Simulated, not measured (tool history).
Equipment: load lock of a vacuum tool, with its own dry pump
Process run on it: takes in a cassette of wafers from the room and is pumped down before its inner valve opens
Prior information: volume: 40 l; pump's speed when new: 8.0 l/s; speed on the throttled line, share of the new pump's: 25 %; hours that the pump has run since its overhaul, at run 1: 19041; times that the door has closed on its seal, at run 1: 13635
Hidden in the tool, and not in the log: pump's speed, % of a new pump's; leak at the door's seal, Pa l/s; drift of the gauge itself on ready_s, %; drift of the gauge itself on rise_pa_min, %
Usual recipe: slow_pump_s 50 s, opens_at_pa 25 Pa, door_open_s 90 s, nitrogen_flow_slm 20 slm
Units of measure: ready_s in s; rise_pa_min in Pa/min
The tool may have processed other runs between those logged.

| run | hour | slow_pump_s | opens_at_pa | door_open_s | nitrogen_flow_slm | hours that the pump has run since its overhaul | times that the door has closed on its seal | incoming humidity of the room's air, % | ready_s | rise_pa_min |
|---|---|---|---|---|---|---|---|---|---|---|
| 1 | 0 | 50 | 25 | 90 | 20 | 19041 | 13635 | 47 | 84.6 | 0.08 |
| 2 | 365.2 | 27 | 25 | 90 | 20 | 19406 | 14607 | 43.9 | 67.1 | 0.082 |
| 3 | 630.9 | 27 | 25 | 90 | 20 | 19672 | 15314 | 47.5 | 67.5 | 0.089 |
| 4 | 971.9 | 27 | 25 | 90 | 20 | 20013 | 16221 | 45.3 | 68.1 | 0.086 |
| 5 | 1179.3 | 27 | 25 | 90 | 20 | 20220 | 16773 | 42.6 | 67.9 | 0.084 |
| 6 | 1372.2 | 50 | 25 | 33 | 20 | 20413 | 17286 | 41.4 | 84.9 | 0.062 |
| 7 | 1674.2 | 50 | 25 | 33 | 20 | 20715 | 18089 | 44.7 | 83.8 | 0.056 |
| 8 | 1902.2 | 50 | 18 | 33 | 20 | 20943 | 18696 | 43.6 | 85.8 | 0.064 |
| 9 | 2104 | 50 | 18 | 33 | 20 | 21145 | 19233 | 43.6 | 87 | 0.063 |
| 10 | 2326.8 | 50 | 25 | 90 | 20 | 21368 | 19826 | 40.2 | 85.3 | 0.091 |
| 11 | 2545.8 | 50 | 25 | 90 | 20 | 21587 | 20408 | 44.5 | 84.4 | 0.101 |
| 12 | 2904.4 | 50 | 25 | 90 | 20 | 21945 | 21362 | 44.7 | 84.1 | 0.108 |
| 13 | 3201.9 | 50 | 25 | 90 | 20 | 22243 | 22154 | 44.3 | 85.2 | 0.106 |
| 14 | 3516.7 | 50 | 25 | 90 | 20 | 22558 | 22991 | 45.6 | 85.7 | 0.11 |
|  | 3772.5 | dry pump taken out, an overhauled one fitted |
| 15 | 3776.2 | 50 | 23 | 90 | 20 | 4 | 23666 | 46.8 | 78.6 | 0.11 |
| 16 | 4095.4 | 50 | 23 | 75 | 17 | 323 | 24515 | 43.2 | 79.5 | 0.105 |
| 17 | 4377.2 | 50 | 23 | 75 | 17 | 605 | 25265 | 44.2 | 80.1 | 0.114 |
| 18 | 4716.7 | 37 | 25 | 90 | 11 | 944 | 26168 | 46.1 | 70.3 | 0.138 |
| 19 | 4922.9 | 40 | 41 | 90 | 7 | 1150 | 26717 | 43 | 69 | 0.138 |
| 20 | 5139.3 | 40 | 36 | 69 | 7 | 1367 | 27293 | 46 | 70.1 | 0.128 |

Forecast each of these 3 alternatives for the next run:
| A | 5451.4 | 93 | 36 | 35 | 7 | 1679 | 28123 | 41 | ? | ? |
| B | 5451.4 | 64 | 25 | 90 | 7 | 1679 | 28123 | 44.5 | ? | ? |
| C | 5451.4 | 40 | 36 | 69 | 6 | 1679 | 28123 | 45.7 | ? | ? |

| run | ready_s | rise_pa_min |
|---|---|---|
| A | 110.4 | 0.107 |
| B | 88.7 | 0.146 |
| C | 69.6 | 0.131 |
Take away the tool's hidden state, keep each run's random variation, and the runs would have read:
| run | ready_s | rise_pa_min |
|---|---|---|
| A | 110.2 | 0.04 |
| B | 88.4 | 0.081 |
| C | 69.2 | 0.066 |
